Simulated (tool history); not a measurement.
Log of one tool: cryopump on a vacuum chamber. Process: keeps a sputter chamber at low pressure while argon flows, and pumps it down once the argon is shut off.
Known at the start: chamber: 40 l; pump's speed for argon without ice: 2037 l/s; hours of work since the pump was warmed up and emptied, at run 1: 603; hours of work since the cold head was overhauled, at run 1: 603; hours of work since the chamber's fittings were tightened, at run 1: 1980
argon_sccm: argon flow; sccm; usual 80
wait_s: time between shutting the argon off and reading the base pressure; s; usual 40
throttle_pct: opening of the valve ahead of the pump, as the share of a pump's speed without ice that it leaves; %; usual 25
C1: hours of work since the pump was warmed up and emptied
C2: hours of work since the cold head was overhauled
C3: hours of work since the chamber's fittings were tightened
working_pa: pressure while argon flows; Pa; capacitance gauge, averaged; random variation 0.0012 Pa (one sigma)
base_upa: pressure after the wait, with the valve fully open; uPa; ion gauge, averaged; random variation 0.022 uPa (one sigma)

run 1 hour=0.0 | argon_sccm=80 wait_s=40 throttle_pct=25 | C1=603 C2=603 C3=1980 | working_pa=0.2735 base_upa=1.39
run 2 hour=41.7 | argon_sccm=80 wait_s=40 throttle_pct=25 | C1=634 C2=634 C3=2011 | working_pa=0.2732 base_upa=1.49
run 3 hour=72.2 | argon_sccm=80 wait_s=290 throttle_pct=25 | C1=657 C2=657 C3=2034 | working_pa=0.2745 base_upa=1.09
run 4 hour=94.6 | argon_sccm=96 wait_s=40 throttle_pct=25 | C1=674 C2=674 C3=2050 | working_pa=0.3295 base_upa=1.50
run 5 hour=147.7 | argon_sccm=80 wait_s=40 throttle_pct=25 | C1=713 C2=713 C3=2090 | working_pa=0.2757 base_upa=1.53
run 6 hour=196.7 | argon_sccm=80 wait_s=40 throttle_pct=52 | C1=750 C2=750 C3=2126 | working_pa=0.1378 base_upa=1.51
run 7 hour=228.4 | argon_sccm=80 wait_s=40 throttle_pct=52 | C1=774 C2=774 C3=2150 | working_pa=0.1368 base_upa=1.62
run 8 hour=278.5 | argon_sccm=80 wait_s=148 throttle_pct=52 | C1=811 C2=811 C3=2187 | working_pa=0.1393 base_upa=1.26
run 9 hour=327.3 | argon_sccm=80 wait_s=40 throttle_pct=25 | C1=847 C2=847 C3=2224 | working_pa=0.2781 base_upa=1.61
run 10 hour=369.7 | argon_sccm=80 wait_s=40 throttle_pct=25 | C1=879 C2=879 C3=2255 | working_pa=0.2763 base_upa=1.66
run 11 hour=400.6 | argon_sccm=80 wait_s=40 throttle_pct=25 | C1=902 C2=902 C3=2278 | working_pa=0.2794 base_upa=1.62
run 12 hour=436.5 | argon_sccm=80 wait_s=40 throttle_pct=25 | C1=929 C2=929 C3=2305 | working_pa=0.2785 base_upa=1.64
run 13 hour=485.0 | argon_sccm=80 wait_s=40 throttle_pct=25 | C1=965 C2=965 C3=2341 | working_pa=0.2773 base_upa=1.72
run 14 hour=529.3 | argon_sccm=80 wait_s=40 throttle_pct=25 | C1=998 C2=998 C3=2374 | working_pa=0.2797 base_upa=1.76
run 15 hour=560.1 | argon_sccm=80 wait_s=34 throttle_pct=25 | C1=1021 C2=1021 C3=2397 | working_pa=0.2803 base_upa=1.77
-- hour=579.4 pump warmed up, emptied and cooled again
run 16 hour=614.1 | argon_sccm=80 wait_s=276 throttle_pct=25 | C1=26 C2=1057 C3=2433 | working_pa=0.2666 base_upa=1.19
run 17 hour=668.2 | argon_sccm=80 wait_s=40 throttle_pct=23 | C1=66 C2=1097 C3=2474 | working_pa=0.2905 base_upa=1.60
run 18 hour=713.6 | argon_sccm=80 wait_s=40 throttle_pct=23 | C1=100 C2=1131 C3=2508 | working_pa=0.2901 base_upa=1.56
run 19 hour=743.6 | argon_sccm=80 wait_s=40 throttle_pct=23 | C1=122 C2=1154 C3=2530 | working_pa=0.2897 base_upa=1.62
run 20 hour=782.0 | argon_sccm=80 wait_s=40 throttle_pct=23 | C1=151 C2=1182 C3=2559 | working_pa=0.2924 base_upa=1.57
run 21 hour=818.8 | argon_sccm=80 wait_s=40 throttle_pct=57 | C1=178 C2=1210 C3=2586 | working_pa=0.1204 base_upa=1.60
run 22 hour=843.6 | argon_sccm=102 wait_s=35 throttle_pct=16 | C1=197 C2=1228 C3=2604 | working_pa=0.5322 base_upa=1.73
-- hour=848.3 leaking fittings of the chamber tightened, without venting
run 23 hour=881.4 | argon_sccm=114 wait_s=50 throttle_pct=59 | C1=223 C2=1255 C3=25 | working_pa=0.1645 base_upa=0.54
run 24 hour=917.7 | argon_sccm=80 wait_s=221 throttle_pct=30 | C1=250 C2=1282 C3=52 | working_pa=0.2234 base_upa=0.25
run 25 hour=955.0 | argon_sccm=61 wait_s=116 throttle_pct=30 | C1=278 C2=1310 C3=79 | working_pa=0.1724 base_upa=0.35
run 26 hour=988.5 | argon_sccm=61 wait_s=116 throttle_pct=30 | C1=303 C2=1335 C3=104 | working_pa=0.1715 base_upa=0.39
run 27 hour=1039.2 | argon_sccm=61 wait_s=116 throttle_pct=29 | C1=341 C2=1372 C3=142 | working_pa=0.1778 base_upa=0.36
run 28 hour=1087.7 | argon_sccm=50 wait_s=27 throttle_pct=29 | C1=377 C2=1408 C3=178 | working_pa=0.1462 base_upa=0.91
run 29 hour=1123.7 | argon_sccm=40 wait_s=27 throttle_pct=29 | C1=404 C2=1435 C3=205 | working_pa=0.1179 base_upa=0.98
run 30 hour=1162.3 | argon_sccm=40 wait_s=27 throttle_pct=29 | C1=433 C2=1464 C3=234 | working_pa=0.1174 base_upa=0.93
run 31 hour=1188.2 | argon_sccm=40 wait_s=27 throttle_pct=29 | C1=452 C2=1483 C3=253 | working_pa=0.1170 base_upa=0.94
run 32 hour=1236.4 | argon_sccm=37 wait_s=28 throttle_pct=29 | C1=488 C2=1519 C3=289 | working_pa=0.1088 base_upa=0.91
run 33 hour=1289.1 | argon_sccm=80 wait_s=40 throttle_pct=37 | C1=527 C2=1558 C3=328 | working_pa=0.1880 base_upa=0.74

Measured less the same run without the tool's hidden state. The same run-to-run variation is in both; the gauge's scatter may not be:
The hidden state here: pump's speed, % of a pump's without ice; cold plate's temperature, K; leak into the chamber, uPa l/s; drift of the gauge itself on working_pa, %; drift of the gauge itself on base_upa, %.
run=1 working_pa=+0.0078 base_upa=+0.84
run=2 working_pa=+0.0084 base_upa=+0.90
run=3 working_pa=+0.0087 base_upa=+0.90
run=4 working_pa=+0.0107 base_upa=+0.92
run=5 working_pa=+0.0096 base_upa=+0.95
run=6 working_pa=+0.0100 base_upa=+0.94
run=7 working_pa=+0.0104 base_upa=+0.99
run=8 working_pa=+0.0111 base_upa=+0.98
run=9 working_pa=+0.0116 base_upa=+1.03
run=10 working_pa=+0.0121 base_upa=+1.06
run=11 working_pa=+0.0125 base_upa=+1.05
run=12 working_pa=+0.0129 base_upa=+1.06
run=13 working_pa=+0.0135 base_upa=+1.13
run=14 working_pa=+0.0141 base_upa=+1.14
run=15 working_pa=+0.0146 base_upa=+1.12
run=16 working_pa=+0.0011 base_upa=+0.98
run=17 working_pa=+0.0015 base_upa=+0.97
run=18 working_pa=+0.0019 base_upa=+0.99
run=19 working_pa=+0.0021 base_upa=+1.01
run=20 working_pa=+0.0025 base_upa=+1.01
run=21 working_pa=+0.0029 base_upa=+1.02
run=22 working_pa=+0.0039 base_upa=+1.06
run=23 working_pa=+0.0049 base_upa=+0.04
run=24 working_pa=+0.0038 base_upa=+0.05
run=25 working_pa=+0.0032 base_upa=+0.06
run=26 working_pa=+0.0034 base_upa=+0.08
run=27 working_pa=+0.0038 base_upa=+0.09
run=28 working_pa=+0.0034 base_upa=+0.11
run=29 working_pa=+0.0029 base_upa=+0.12
run=30 working_pa=+0.0032 base_upa=+0.13
run=31 working_pa=+0.0032 base_upa=+0.14
run=32 working_pa=+0.0032 base_upa=+0.16
run=33 working_pa=+0.0076 base_upa=+0.18
